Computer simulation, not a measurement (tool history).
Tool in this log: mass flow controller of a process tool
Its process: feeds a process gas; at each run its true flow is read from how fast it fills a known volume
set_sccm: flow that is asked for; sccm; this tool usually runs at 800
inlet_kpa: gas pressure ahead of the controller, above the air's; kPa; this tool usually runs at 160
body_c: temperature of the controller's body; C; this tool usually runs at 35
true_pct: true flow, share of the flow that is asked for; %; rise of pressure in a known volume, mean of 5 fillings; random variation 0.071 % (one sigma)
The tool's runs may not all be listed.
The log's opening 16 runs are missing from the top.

run    hour  set_sccm  inlet_kpa  body_c  true_pct
 17  4733.5       800        160      35    102.46
     4761.3  -- controller's zero set anew
 18  4913.7       138        195      31     100.5
 19  5188.8       138        195      31    100.71
 20  5485.4       138        177      31    101.13
 21    5904       138        177      31     101.4
 22  6310.9       138        177      31     101.7
 23  6672.9       530        166      37    101.71
 24  6858.6       209        178      25    101.28
 25  7082.5       710        178      25    101.17
 26  7330.8       710        178      25    101.25
 27    7707       263        163      32    101.98
 28  8099.5       297        278      34    101.47
 29  8281.4       800        253      35    101.75
 30  8611.3       800        253      35    101.65
 31  9013.7       679        253      27    101.23
 32  9322.7       237        253      22    101.76
 33  9628.2       237        253      22    101.84
 34  9906.6       237        253      22    101.96

Branching from run 34: 4 alternative next runs. What would each branch give?
  A  10190.7       800        160      37         ?
  B  10190.7       686        211      33         ?
  C  10190.7       181        160      35         ?
  D  10190.7       178        253      32         ?

run  true_pct
  A    102.73
  B     102.2
  C    104.17
  D    103.48
With the hidden condition removed and each run's random variation left untouched, the same runs would have given:
run  true_pct
  A    100.68
  B    100.03
  C     99.76
  D     99.01
